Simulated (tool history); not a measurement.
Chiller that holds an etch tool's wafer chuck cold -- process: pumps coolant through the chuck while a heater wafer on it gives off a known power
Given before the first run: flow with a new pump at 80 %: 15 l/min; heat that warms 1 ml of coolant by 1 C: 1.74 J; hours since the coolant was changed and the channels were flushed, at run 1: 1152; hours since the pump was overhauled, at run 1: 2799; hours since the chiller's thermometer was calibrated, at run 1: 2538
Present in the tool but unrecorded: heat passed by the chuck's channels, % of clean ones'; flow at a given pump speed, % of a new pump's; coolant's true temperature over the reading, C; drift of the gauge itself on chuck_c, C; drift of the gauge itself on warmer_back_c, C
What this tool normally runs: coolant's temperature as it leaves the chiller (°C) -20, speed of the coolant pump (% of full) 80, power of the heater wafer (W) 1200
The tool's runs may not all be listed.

run	hour	coolant's temperature as it leaves the chiller (°C)	speed of the coolant pump (% of full)	power of the heater wafer (W)	hours since the coolant was changed and the channels were flushed	hours since the pump was overhauled	hours since the chiller's thermometer was calibrated	chuck's temperature once it has settled (°C)	how much warmer the coolant comes back (C)
1	0.0	-20	80	1200	1152	2799	2538	-8.4	2.77
2	117.0	-30	80	1200	1269	2916	2655	-18.4	2.72
3	287.3	-30	80	1200	1439	3086	2825	-18.5	2.76
4	403.7	-30	80	1200	1556	3203	2941	-18.5	2.77
5	587.2	-30	80	1200	1739	3386	3125	-18.4	2.62
6	778.9	-30	80	1200	1931	3578	3316	-18.5	2.70
7	863.6	-20	80	972	2016	3663	3401	-10.7	2.19
8	1058.9	-20	80	972	2211	3858	3596	-10.6	2.16
9	1232.0	-20	80	972	2384	4031	3770	-10.7	2.08
10	1410.5	-20	80	972	2562	4210	3948	-10.6	2.12
11	1555.9	-20	80	932	2708	4355	4093	-11.0	2.02
12	1719.5	-20	80	932	2872	4519	4257	-10.9	2.01
13	1900.8	-20	80	932	3053	4700	4438	-11.1	2.01
# hour 1988.3: coolant pump overhauled
14	1988.3	-20	80	932	3135	0	4521	-11.0	1.97
# hour 2048.0: coolant changed, channels flushed
15	2122.8	-20	80	932	75	128	4649	-11.1	1.97
16	2246.8	-20	80	932	199	252	4773	-10.8	1.95
17	2330.7	-20	80	932	283	336	4857	-10.9	1.98
# hour 2497.2: chiller's thermometer calibrated
18	2507.1	-20	80	932	458	512	10	-11.1	1.92
19	2696.9	-27	97	1200	648	702	200	-17.2	2.02
20	2888.5	-22	80	717	839	893	391	-15.3	1.47
# hour 3069.0: gauge calibrated
21	3083.3	-22	92	621	1034	1088	586	-16.8	1.20
22	3275.2	-22	92	621	1226	1280	778	-16.6	1.19
23	3421.9	-22	92	621	1373	1427	925	-16.8	1.18
24	3592.7	-29	61	1666	1544	1597	1096	-8.5	5.16
25	3754.8	-29	61	1666	1706	1759	1258	-8.4	5.12
26	3862.3	-29	61	1666	1813	1867	1365	-8.7	5.19
27	4012.3	-19	63	754	1963	2017	1515	-10.0	2.21
28	4111.9	-23	80	1655	2063	2117	1615	-7.2	3.68
29	4272.9	-23	80	1655	2224	2278	1776	-7.2	3.77
30	4463.7	-17	80	1655	2415	2468	1967	-1.1	3.71
31	4630.2	-20	79	1356	2581	2635	2133	-6.7	3.03

Predict each of these 3 candidate next runs independently; none follows another, all start after run 31:
A	4760.7	-20	61	1356	2712	2765	2264	?	?
B	4760.7	-22	80	712	2712	2765	2264	?	?
C	4760.7	-20	86	1553	2712	2765	2264	?	?

run	chuck's temperature once it has settled (°C)	how much warmer the coolant comes back (C)
A	-3.5	4.08
B	-15.2	1.54
C	-6.1	3.14
What these runs would have given with no unlogged condition in the tool:
run	chuck's temperature once it has settled (°C)	how much warmer the coolant comes back (C)
A	-3.6	4.20
B	-15.2	1.67
C	-6.2	3.27
